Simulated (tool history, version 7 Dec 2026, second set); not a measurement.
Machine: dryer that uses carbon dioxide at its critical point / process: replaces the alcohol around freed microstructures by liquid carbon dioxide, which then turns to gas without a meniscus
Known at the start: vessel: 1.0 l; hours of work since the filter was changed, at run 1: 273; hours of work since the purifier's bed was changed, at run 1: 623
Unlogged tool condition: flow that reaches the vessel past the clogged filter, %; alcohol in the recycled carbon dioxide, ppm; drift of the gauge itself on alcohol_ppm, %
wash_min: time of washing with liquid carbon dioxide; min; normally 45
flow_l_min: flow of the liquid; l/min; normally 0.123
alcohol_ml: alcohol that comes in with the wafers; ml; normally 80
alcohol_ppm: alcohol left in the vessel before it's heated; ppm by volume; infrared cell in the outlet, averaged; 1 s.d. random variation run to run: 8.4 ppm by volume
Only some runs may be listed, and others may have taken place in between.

run	hour	wash_min	flow_l_min	alcohol_ml	hours of work since the filter was changed	hours of work since the purifier's bed was changed	alcohol_ppm
1	0.0	45	0.123	80	273	623	921
2	27.7	45	0.123	80	285	635	916
3	50.4	45	0.123	80	296	646	940
4	71.3	45	0.123	80	305	655	949
5	97.6	45	0.123	80	318	668	965
6	131.9	45	0.123	44	333	683	660
7	175.4	45	0.123	80	353	703	1034
8	206.9	45	0.123	80	368	718	1073
9	233.8	45	0.123	80	380	730	1088
10	272.3	45	0.123	80	398	748	1125
11	298.4	45	0.123	80	410	760	1138
# hour 312.2: inlet filter changed
12	336.1	45	0.123	80	11	777	724
13	369.3	45	0.123	80	26	792	736
14	414.1	45	0.123	80	47	813	765
15	435.5	45	0.123	80	57	823	746
16	468.8	45	0.123	80	72	838	775
17	488.2	36	0.123	80	81	847	1700
18	519.6	45	0.167	80	96	861	377
19	550.9	45	0.115	80	110	876	1004
20	572.7	63	0.123	80	120	886	363
# hour 591.7: purifier's bed changed
21	594.8	45	0.153	80	129	1	188
22	629.6	45	0.153	80	145	17	182
23	672.9	37	0.101	58	165	37	2088
24	696.2	44	0.123	21	175	48	199
25	716.7	39	0.077	36	185	58	2420
26	739.1	43	0.143	78	195	68	384
27	772.4	42	0.143	37	211	83	223
28	811.1	39	0.106	37	228	101	1047
29	836.9	68	0.115	35	240	113	81
30	881.8	45	0.130	51	261	134	405
31	924.1	32	0.130	67	280	153	2020
32	956.6	70	0.121	69	295	168	110
33	995.6	35	0.126	44	313	186	1153
34	1028.3	72	0.123	106	328	201	142
35	1052.4	72	0.123	106	340	212	131
36	1083.6	72	0.123	106	354	227	141
37	1105.3	45	0.076	80	364	237	4605
38	1129.2	59	0.153	80	375	248	134
39	1160.5	29	0.091	34	389	262	3869
40	1198.1	55	0.138	34	407	279	171
# hour 1217.3: inlet filter changed
41	1240.1	29	0.087	77	11	298	7348
42	1270.7	62	0.209	87	25	312	104
43	1295.2	62	0.094	99	36	324	526

Measured result minus the same run's result without the hidden state. Both carry the same run-to-run variation, though not necessarily the same gauge scatter:
run	alcohol_ppm
1	+464
2	+477
3	+495
4	+507
5	+521
6	+407
7	+590
8	+621
9	+641
10	+677
11	+694
12	+264
13	+280
14	+309
15	+308
16	+329
17	+434
18	+295
19	+398
20	+299
21	+46
22	+56
23	+386
24	+63
25	+415
26	+137
27	+92
28	+296
29	+55
30	+176
31	+657
32	+83
33	+447
34	+107
35	+109
36	+116
37	+1578
38	+110
39	+1151
40	+136
41	+184
42	+96
43	+130
